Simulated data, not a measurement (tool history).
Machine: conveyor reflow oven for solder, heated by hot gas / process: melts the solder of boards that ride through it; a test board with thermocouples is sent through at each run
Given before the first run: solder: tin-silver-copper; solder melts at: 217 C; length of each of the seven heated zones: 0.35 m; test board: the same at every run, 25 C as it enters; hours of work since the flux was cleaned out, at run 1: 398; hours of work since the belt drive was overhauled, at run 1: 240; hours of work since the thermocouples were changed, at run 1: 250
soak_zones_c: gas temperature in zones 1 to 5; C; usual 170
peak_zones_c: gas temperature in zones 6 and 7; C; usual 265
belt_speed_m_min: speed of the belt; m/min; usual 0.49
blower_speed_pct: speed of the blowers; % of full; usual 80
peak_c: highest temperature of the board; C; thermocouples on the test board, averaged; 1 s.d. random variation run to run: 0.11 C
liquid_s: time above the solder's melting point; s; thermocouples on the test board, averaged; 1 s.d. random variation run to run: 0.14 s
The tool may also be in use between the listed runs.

run	hour	soak_zones_c	peak_zones_c	belt_speed_m_min	blower_speed_pct	hours of work since the flux was cleaned out	hours of work since the belt drive was overhauled	hours of work since the thermocouples were changed	peak_c	liquid_s
1	0	170	265	0.49	80	398	240	250	254	65.7
2	11.7	170	265	0.49	80	407	249	259	253.9	65.6
3	17.7	170	265	0.49	80	412	254	264	254.1	65.5
4	28.2	170	265	0.49	80	420	262	272	253.9	65.6
5	34	170	265	0.49	80	424	267	277	254.1	65.8
6	41.1	158	265	0.49	80	430	272	282	252.8	60.5
7	52.8	170	265	0.493	80	439	281	292	254	65.3
8	62.8	161	265	0.49	80	447	289	300	252.6	61.7
9	67.8	161	265	0.49	80	451	293	304	252.8	61.7
10	79.6	161	265	0.49	80	460	303	313	252.7	61.6
11	91.2	161	265	0.49	80	470	312	322	252.8	61.8
12	99.5	161	265	0.49	80	476	318	329	252.8	61.7
13	107	161	265	0.49	80	482	324	335	252.8	61.9
14	114.8	161	265	0.49	80	488	331	341	252.6	61.9
# hour 124.8: flux residue cleaned out of gas plates and filters
15	127.6	161	265	0.49	80	2	337	347	254.9	63.9
16	139.1	159	265	0.537	76	11	346	356	251.1	53.8
17	145.4	170	265	0.531	67	16	351	361	251.1	57.6
18	154.8	170	260	0.531	74	24	358	368	248.2	56
19	163.7	169	271	0.435	77	31	365	375	263.7	81.8
20	174.3	169	271	0.435	77	39	374	384	263.6	81.7
21	180.6	166	279	0.49	80	44	379	389	268.4	73.6
22	189.2	166	279	0.49	80	51	385	396	268.6	73.4
23	199.2	166	279	0.394	80	59	393	404	273.5	95.7
24	204.6	170	265	0.419	80	63	398	408	259	83.2
25	215.3	161	265	0.49	80	72	406	416	254.9	63.9
26	224.2	156	269	0.49	80	79	413	423	257.8	64.4
27	229	170	271	0.392	80	82	417	427	266.2	94
28	238.8	170	273	0.393	60	90	425	435	264.9	91.6
29	248.9	170	273	0.393	60	98	433	443	264.9	91.7
30	259.6	170	273	0.49	80	107	441	451	263.1	72

Below are 3 alternative next runs, each starting from the tool's condition after run 30. Predict each:
A	267.3	157	262	0.49	54	113	447	457	?	?
B	267.3	170	265	0.49	85	113	447	457	?	?
C	267.3	170	265	0.49	80	113	447	457	?	?

run	peak_c	liquid_s
A	245	51.7
B	256.3	68.4
C	255.8	67.5
The same runs, with their run-to-run variation unchanged, on a tool lacking any hidden condition would have given:
run	peak_c	liquid_s
A	244.5	51
B	255.9	67.9
C	255.3	67
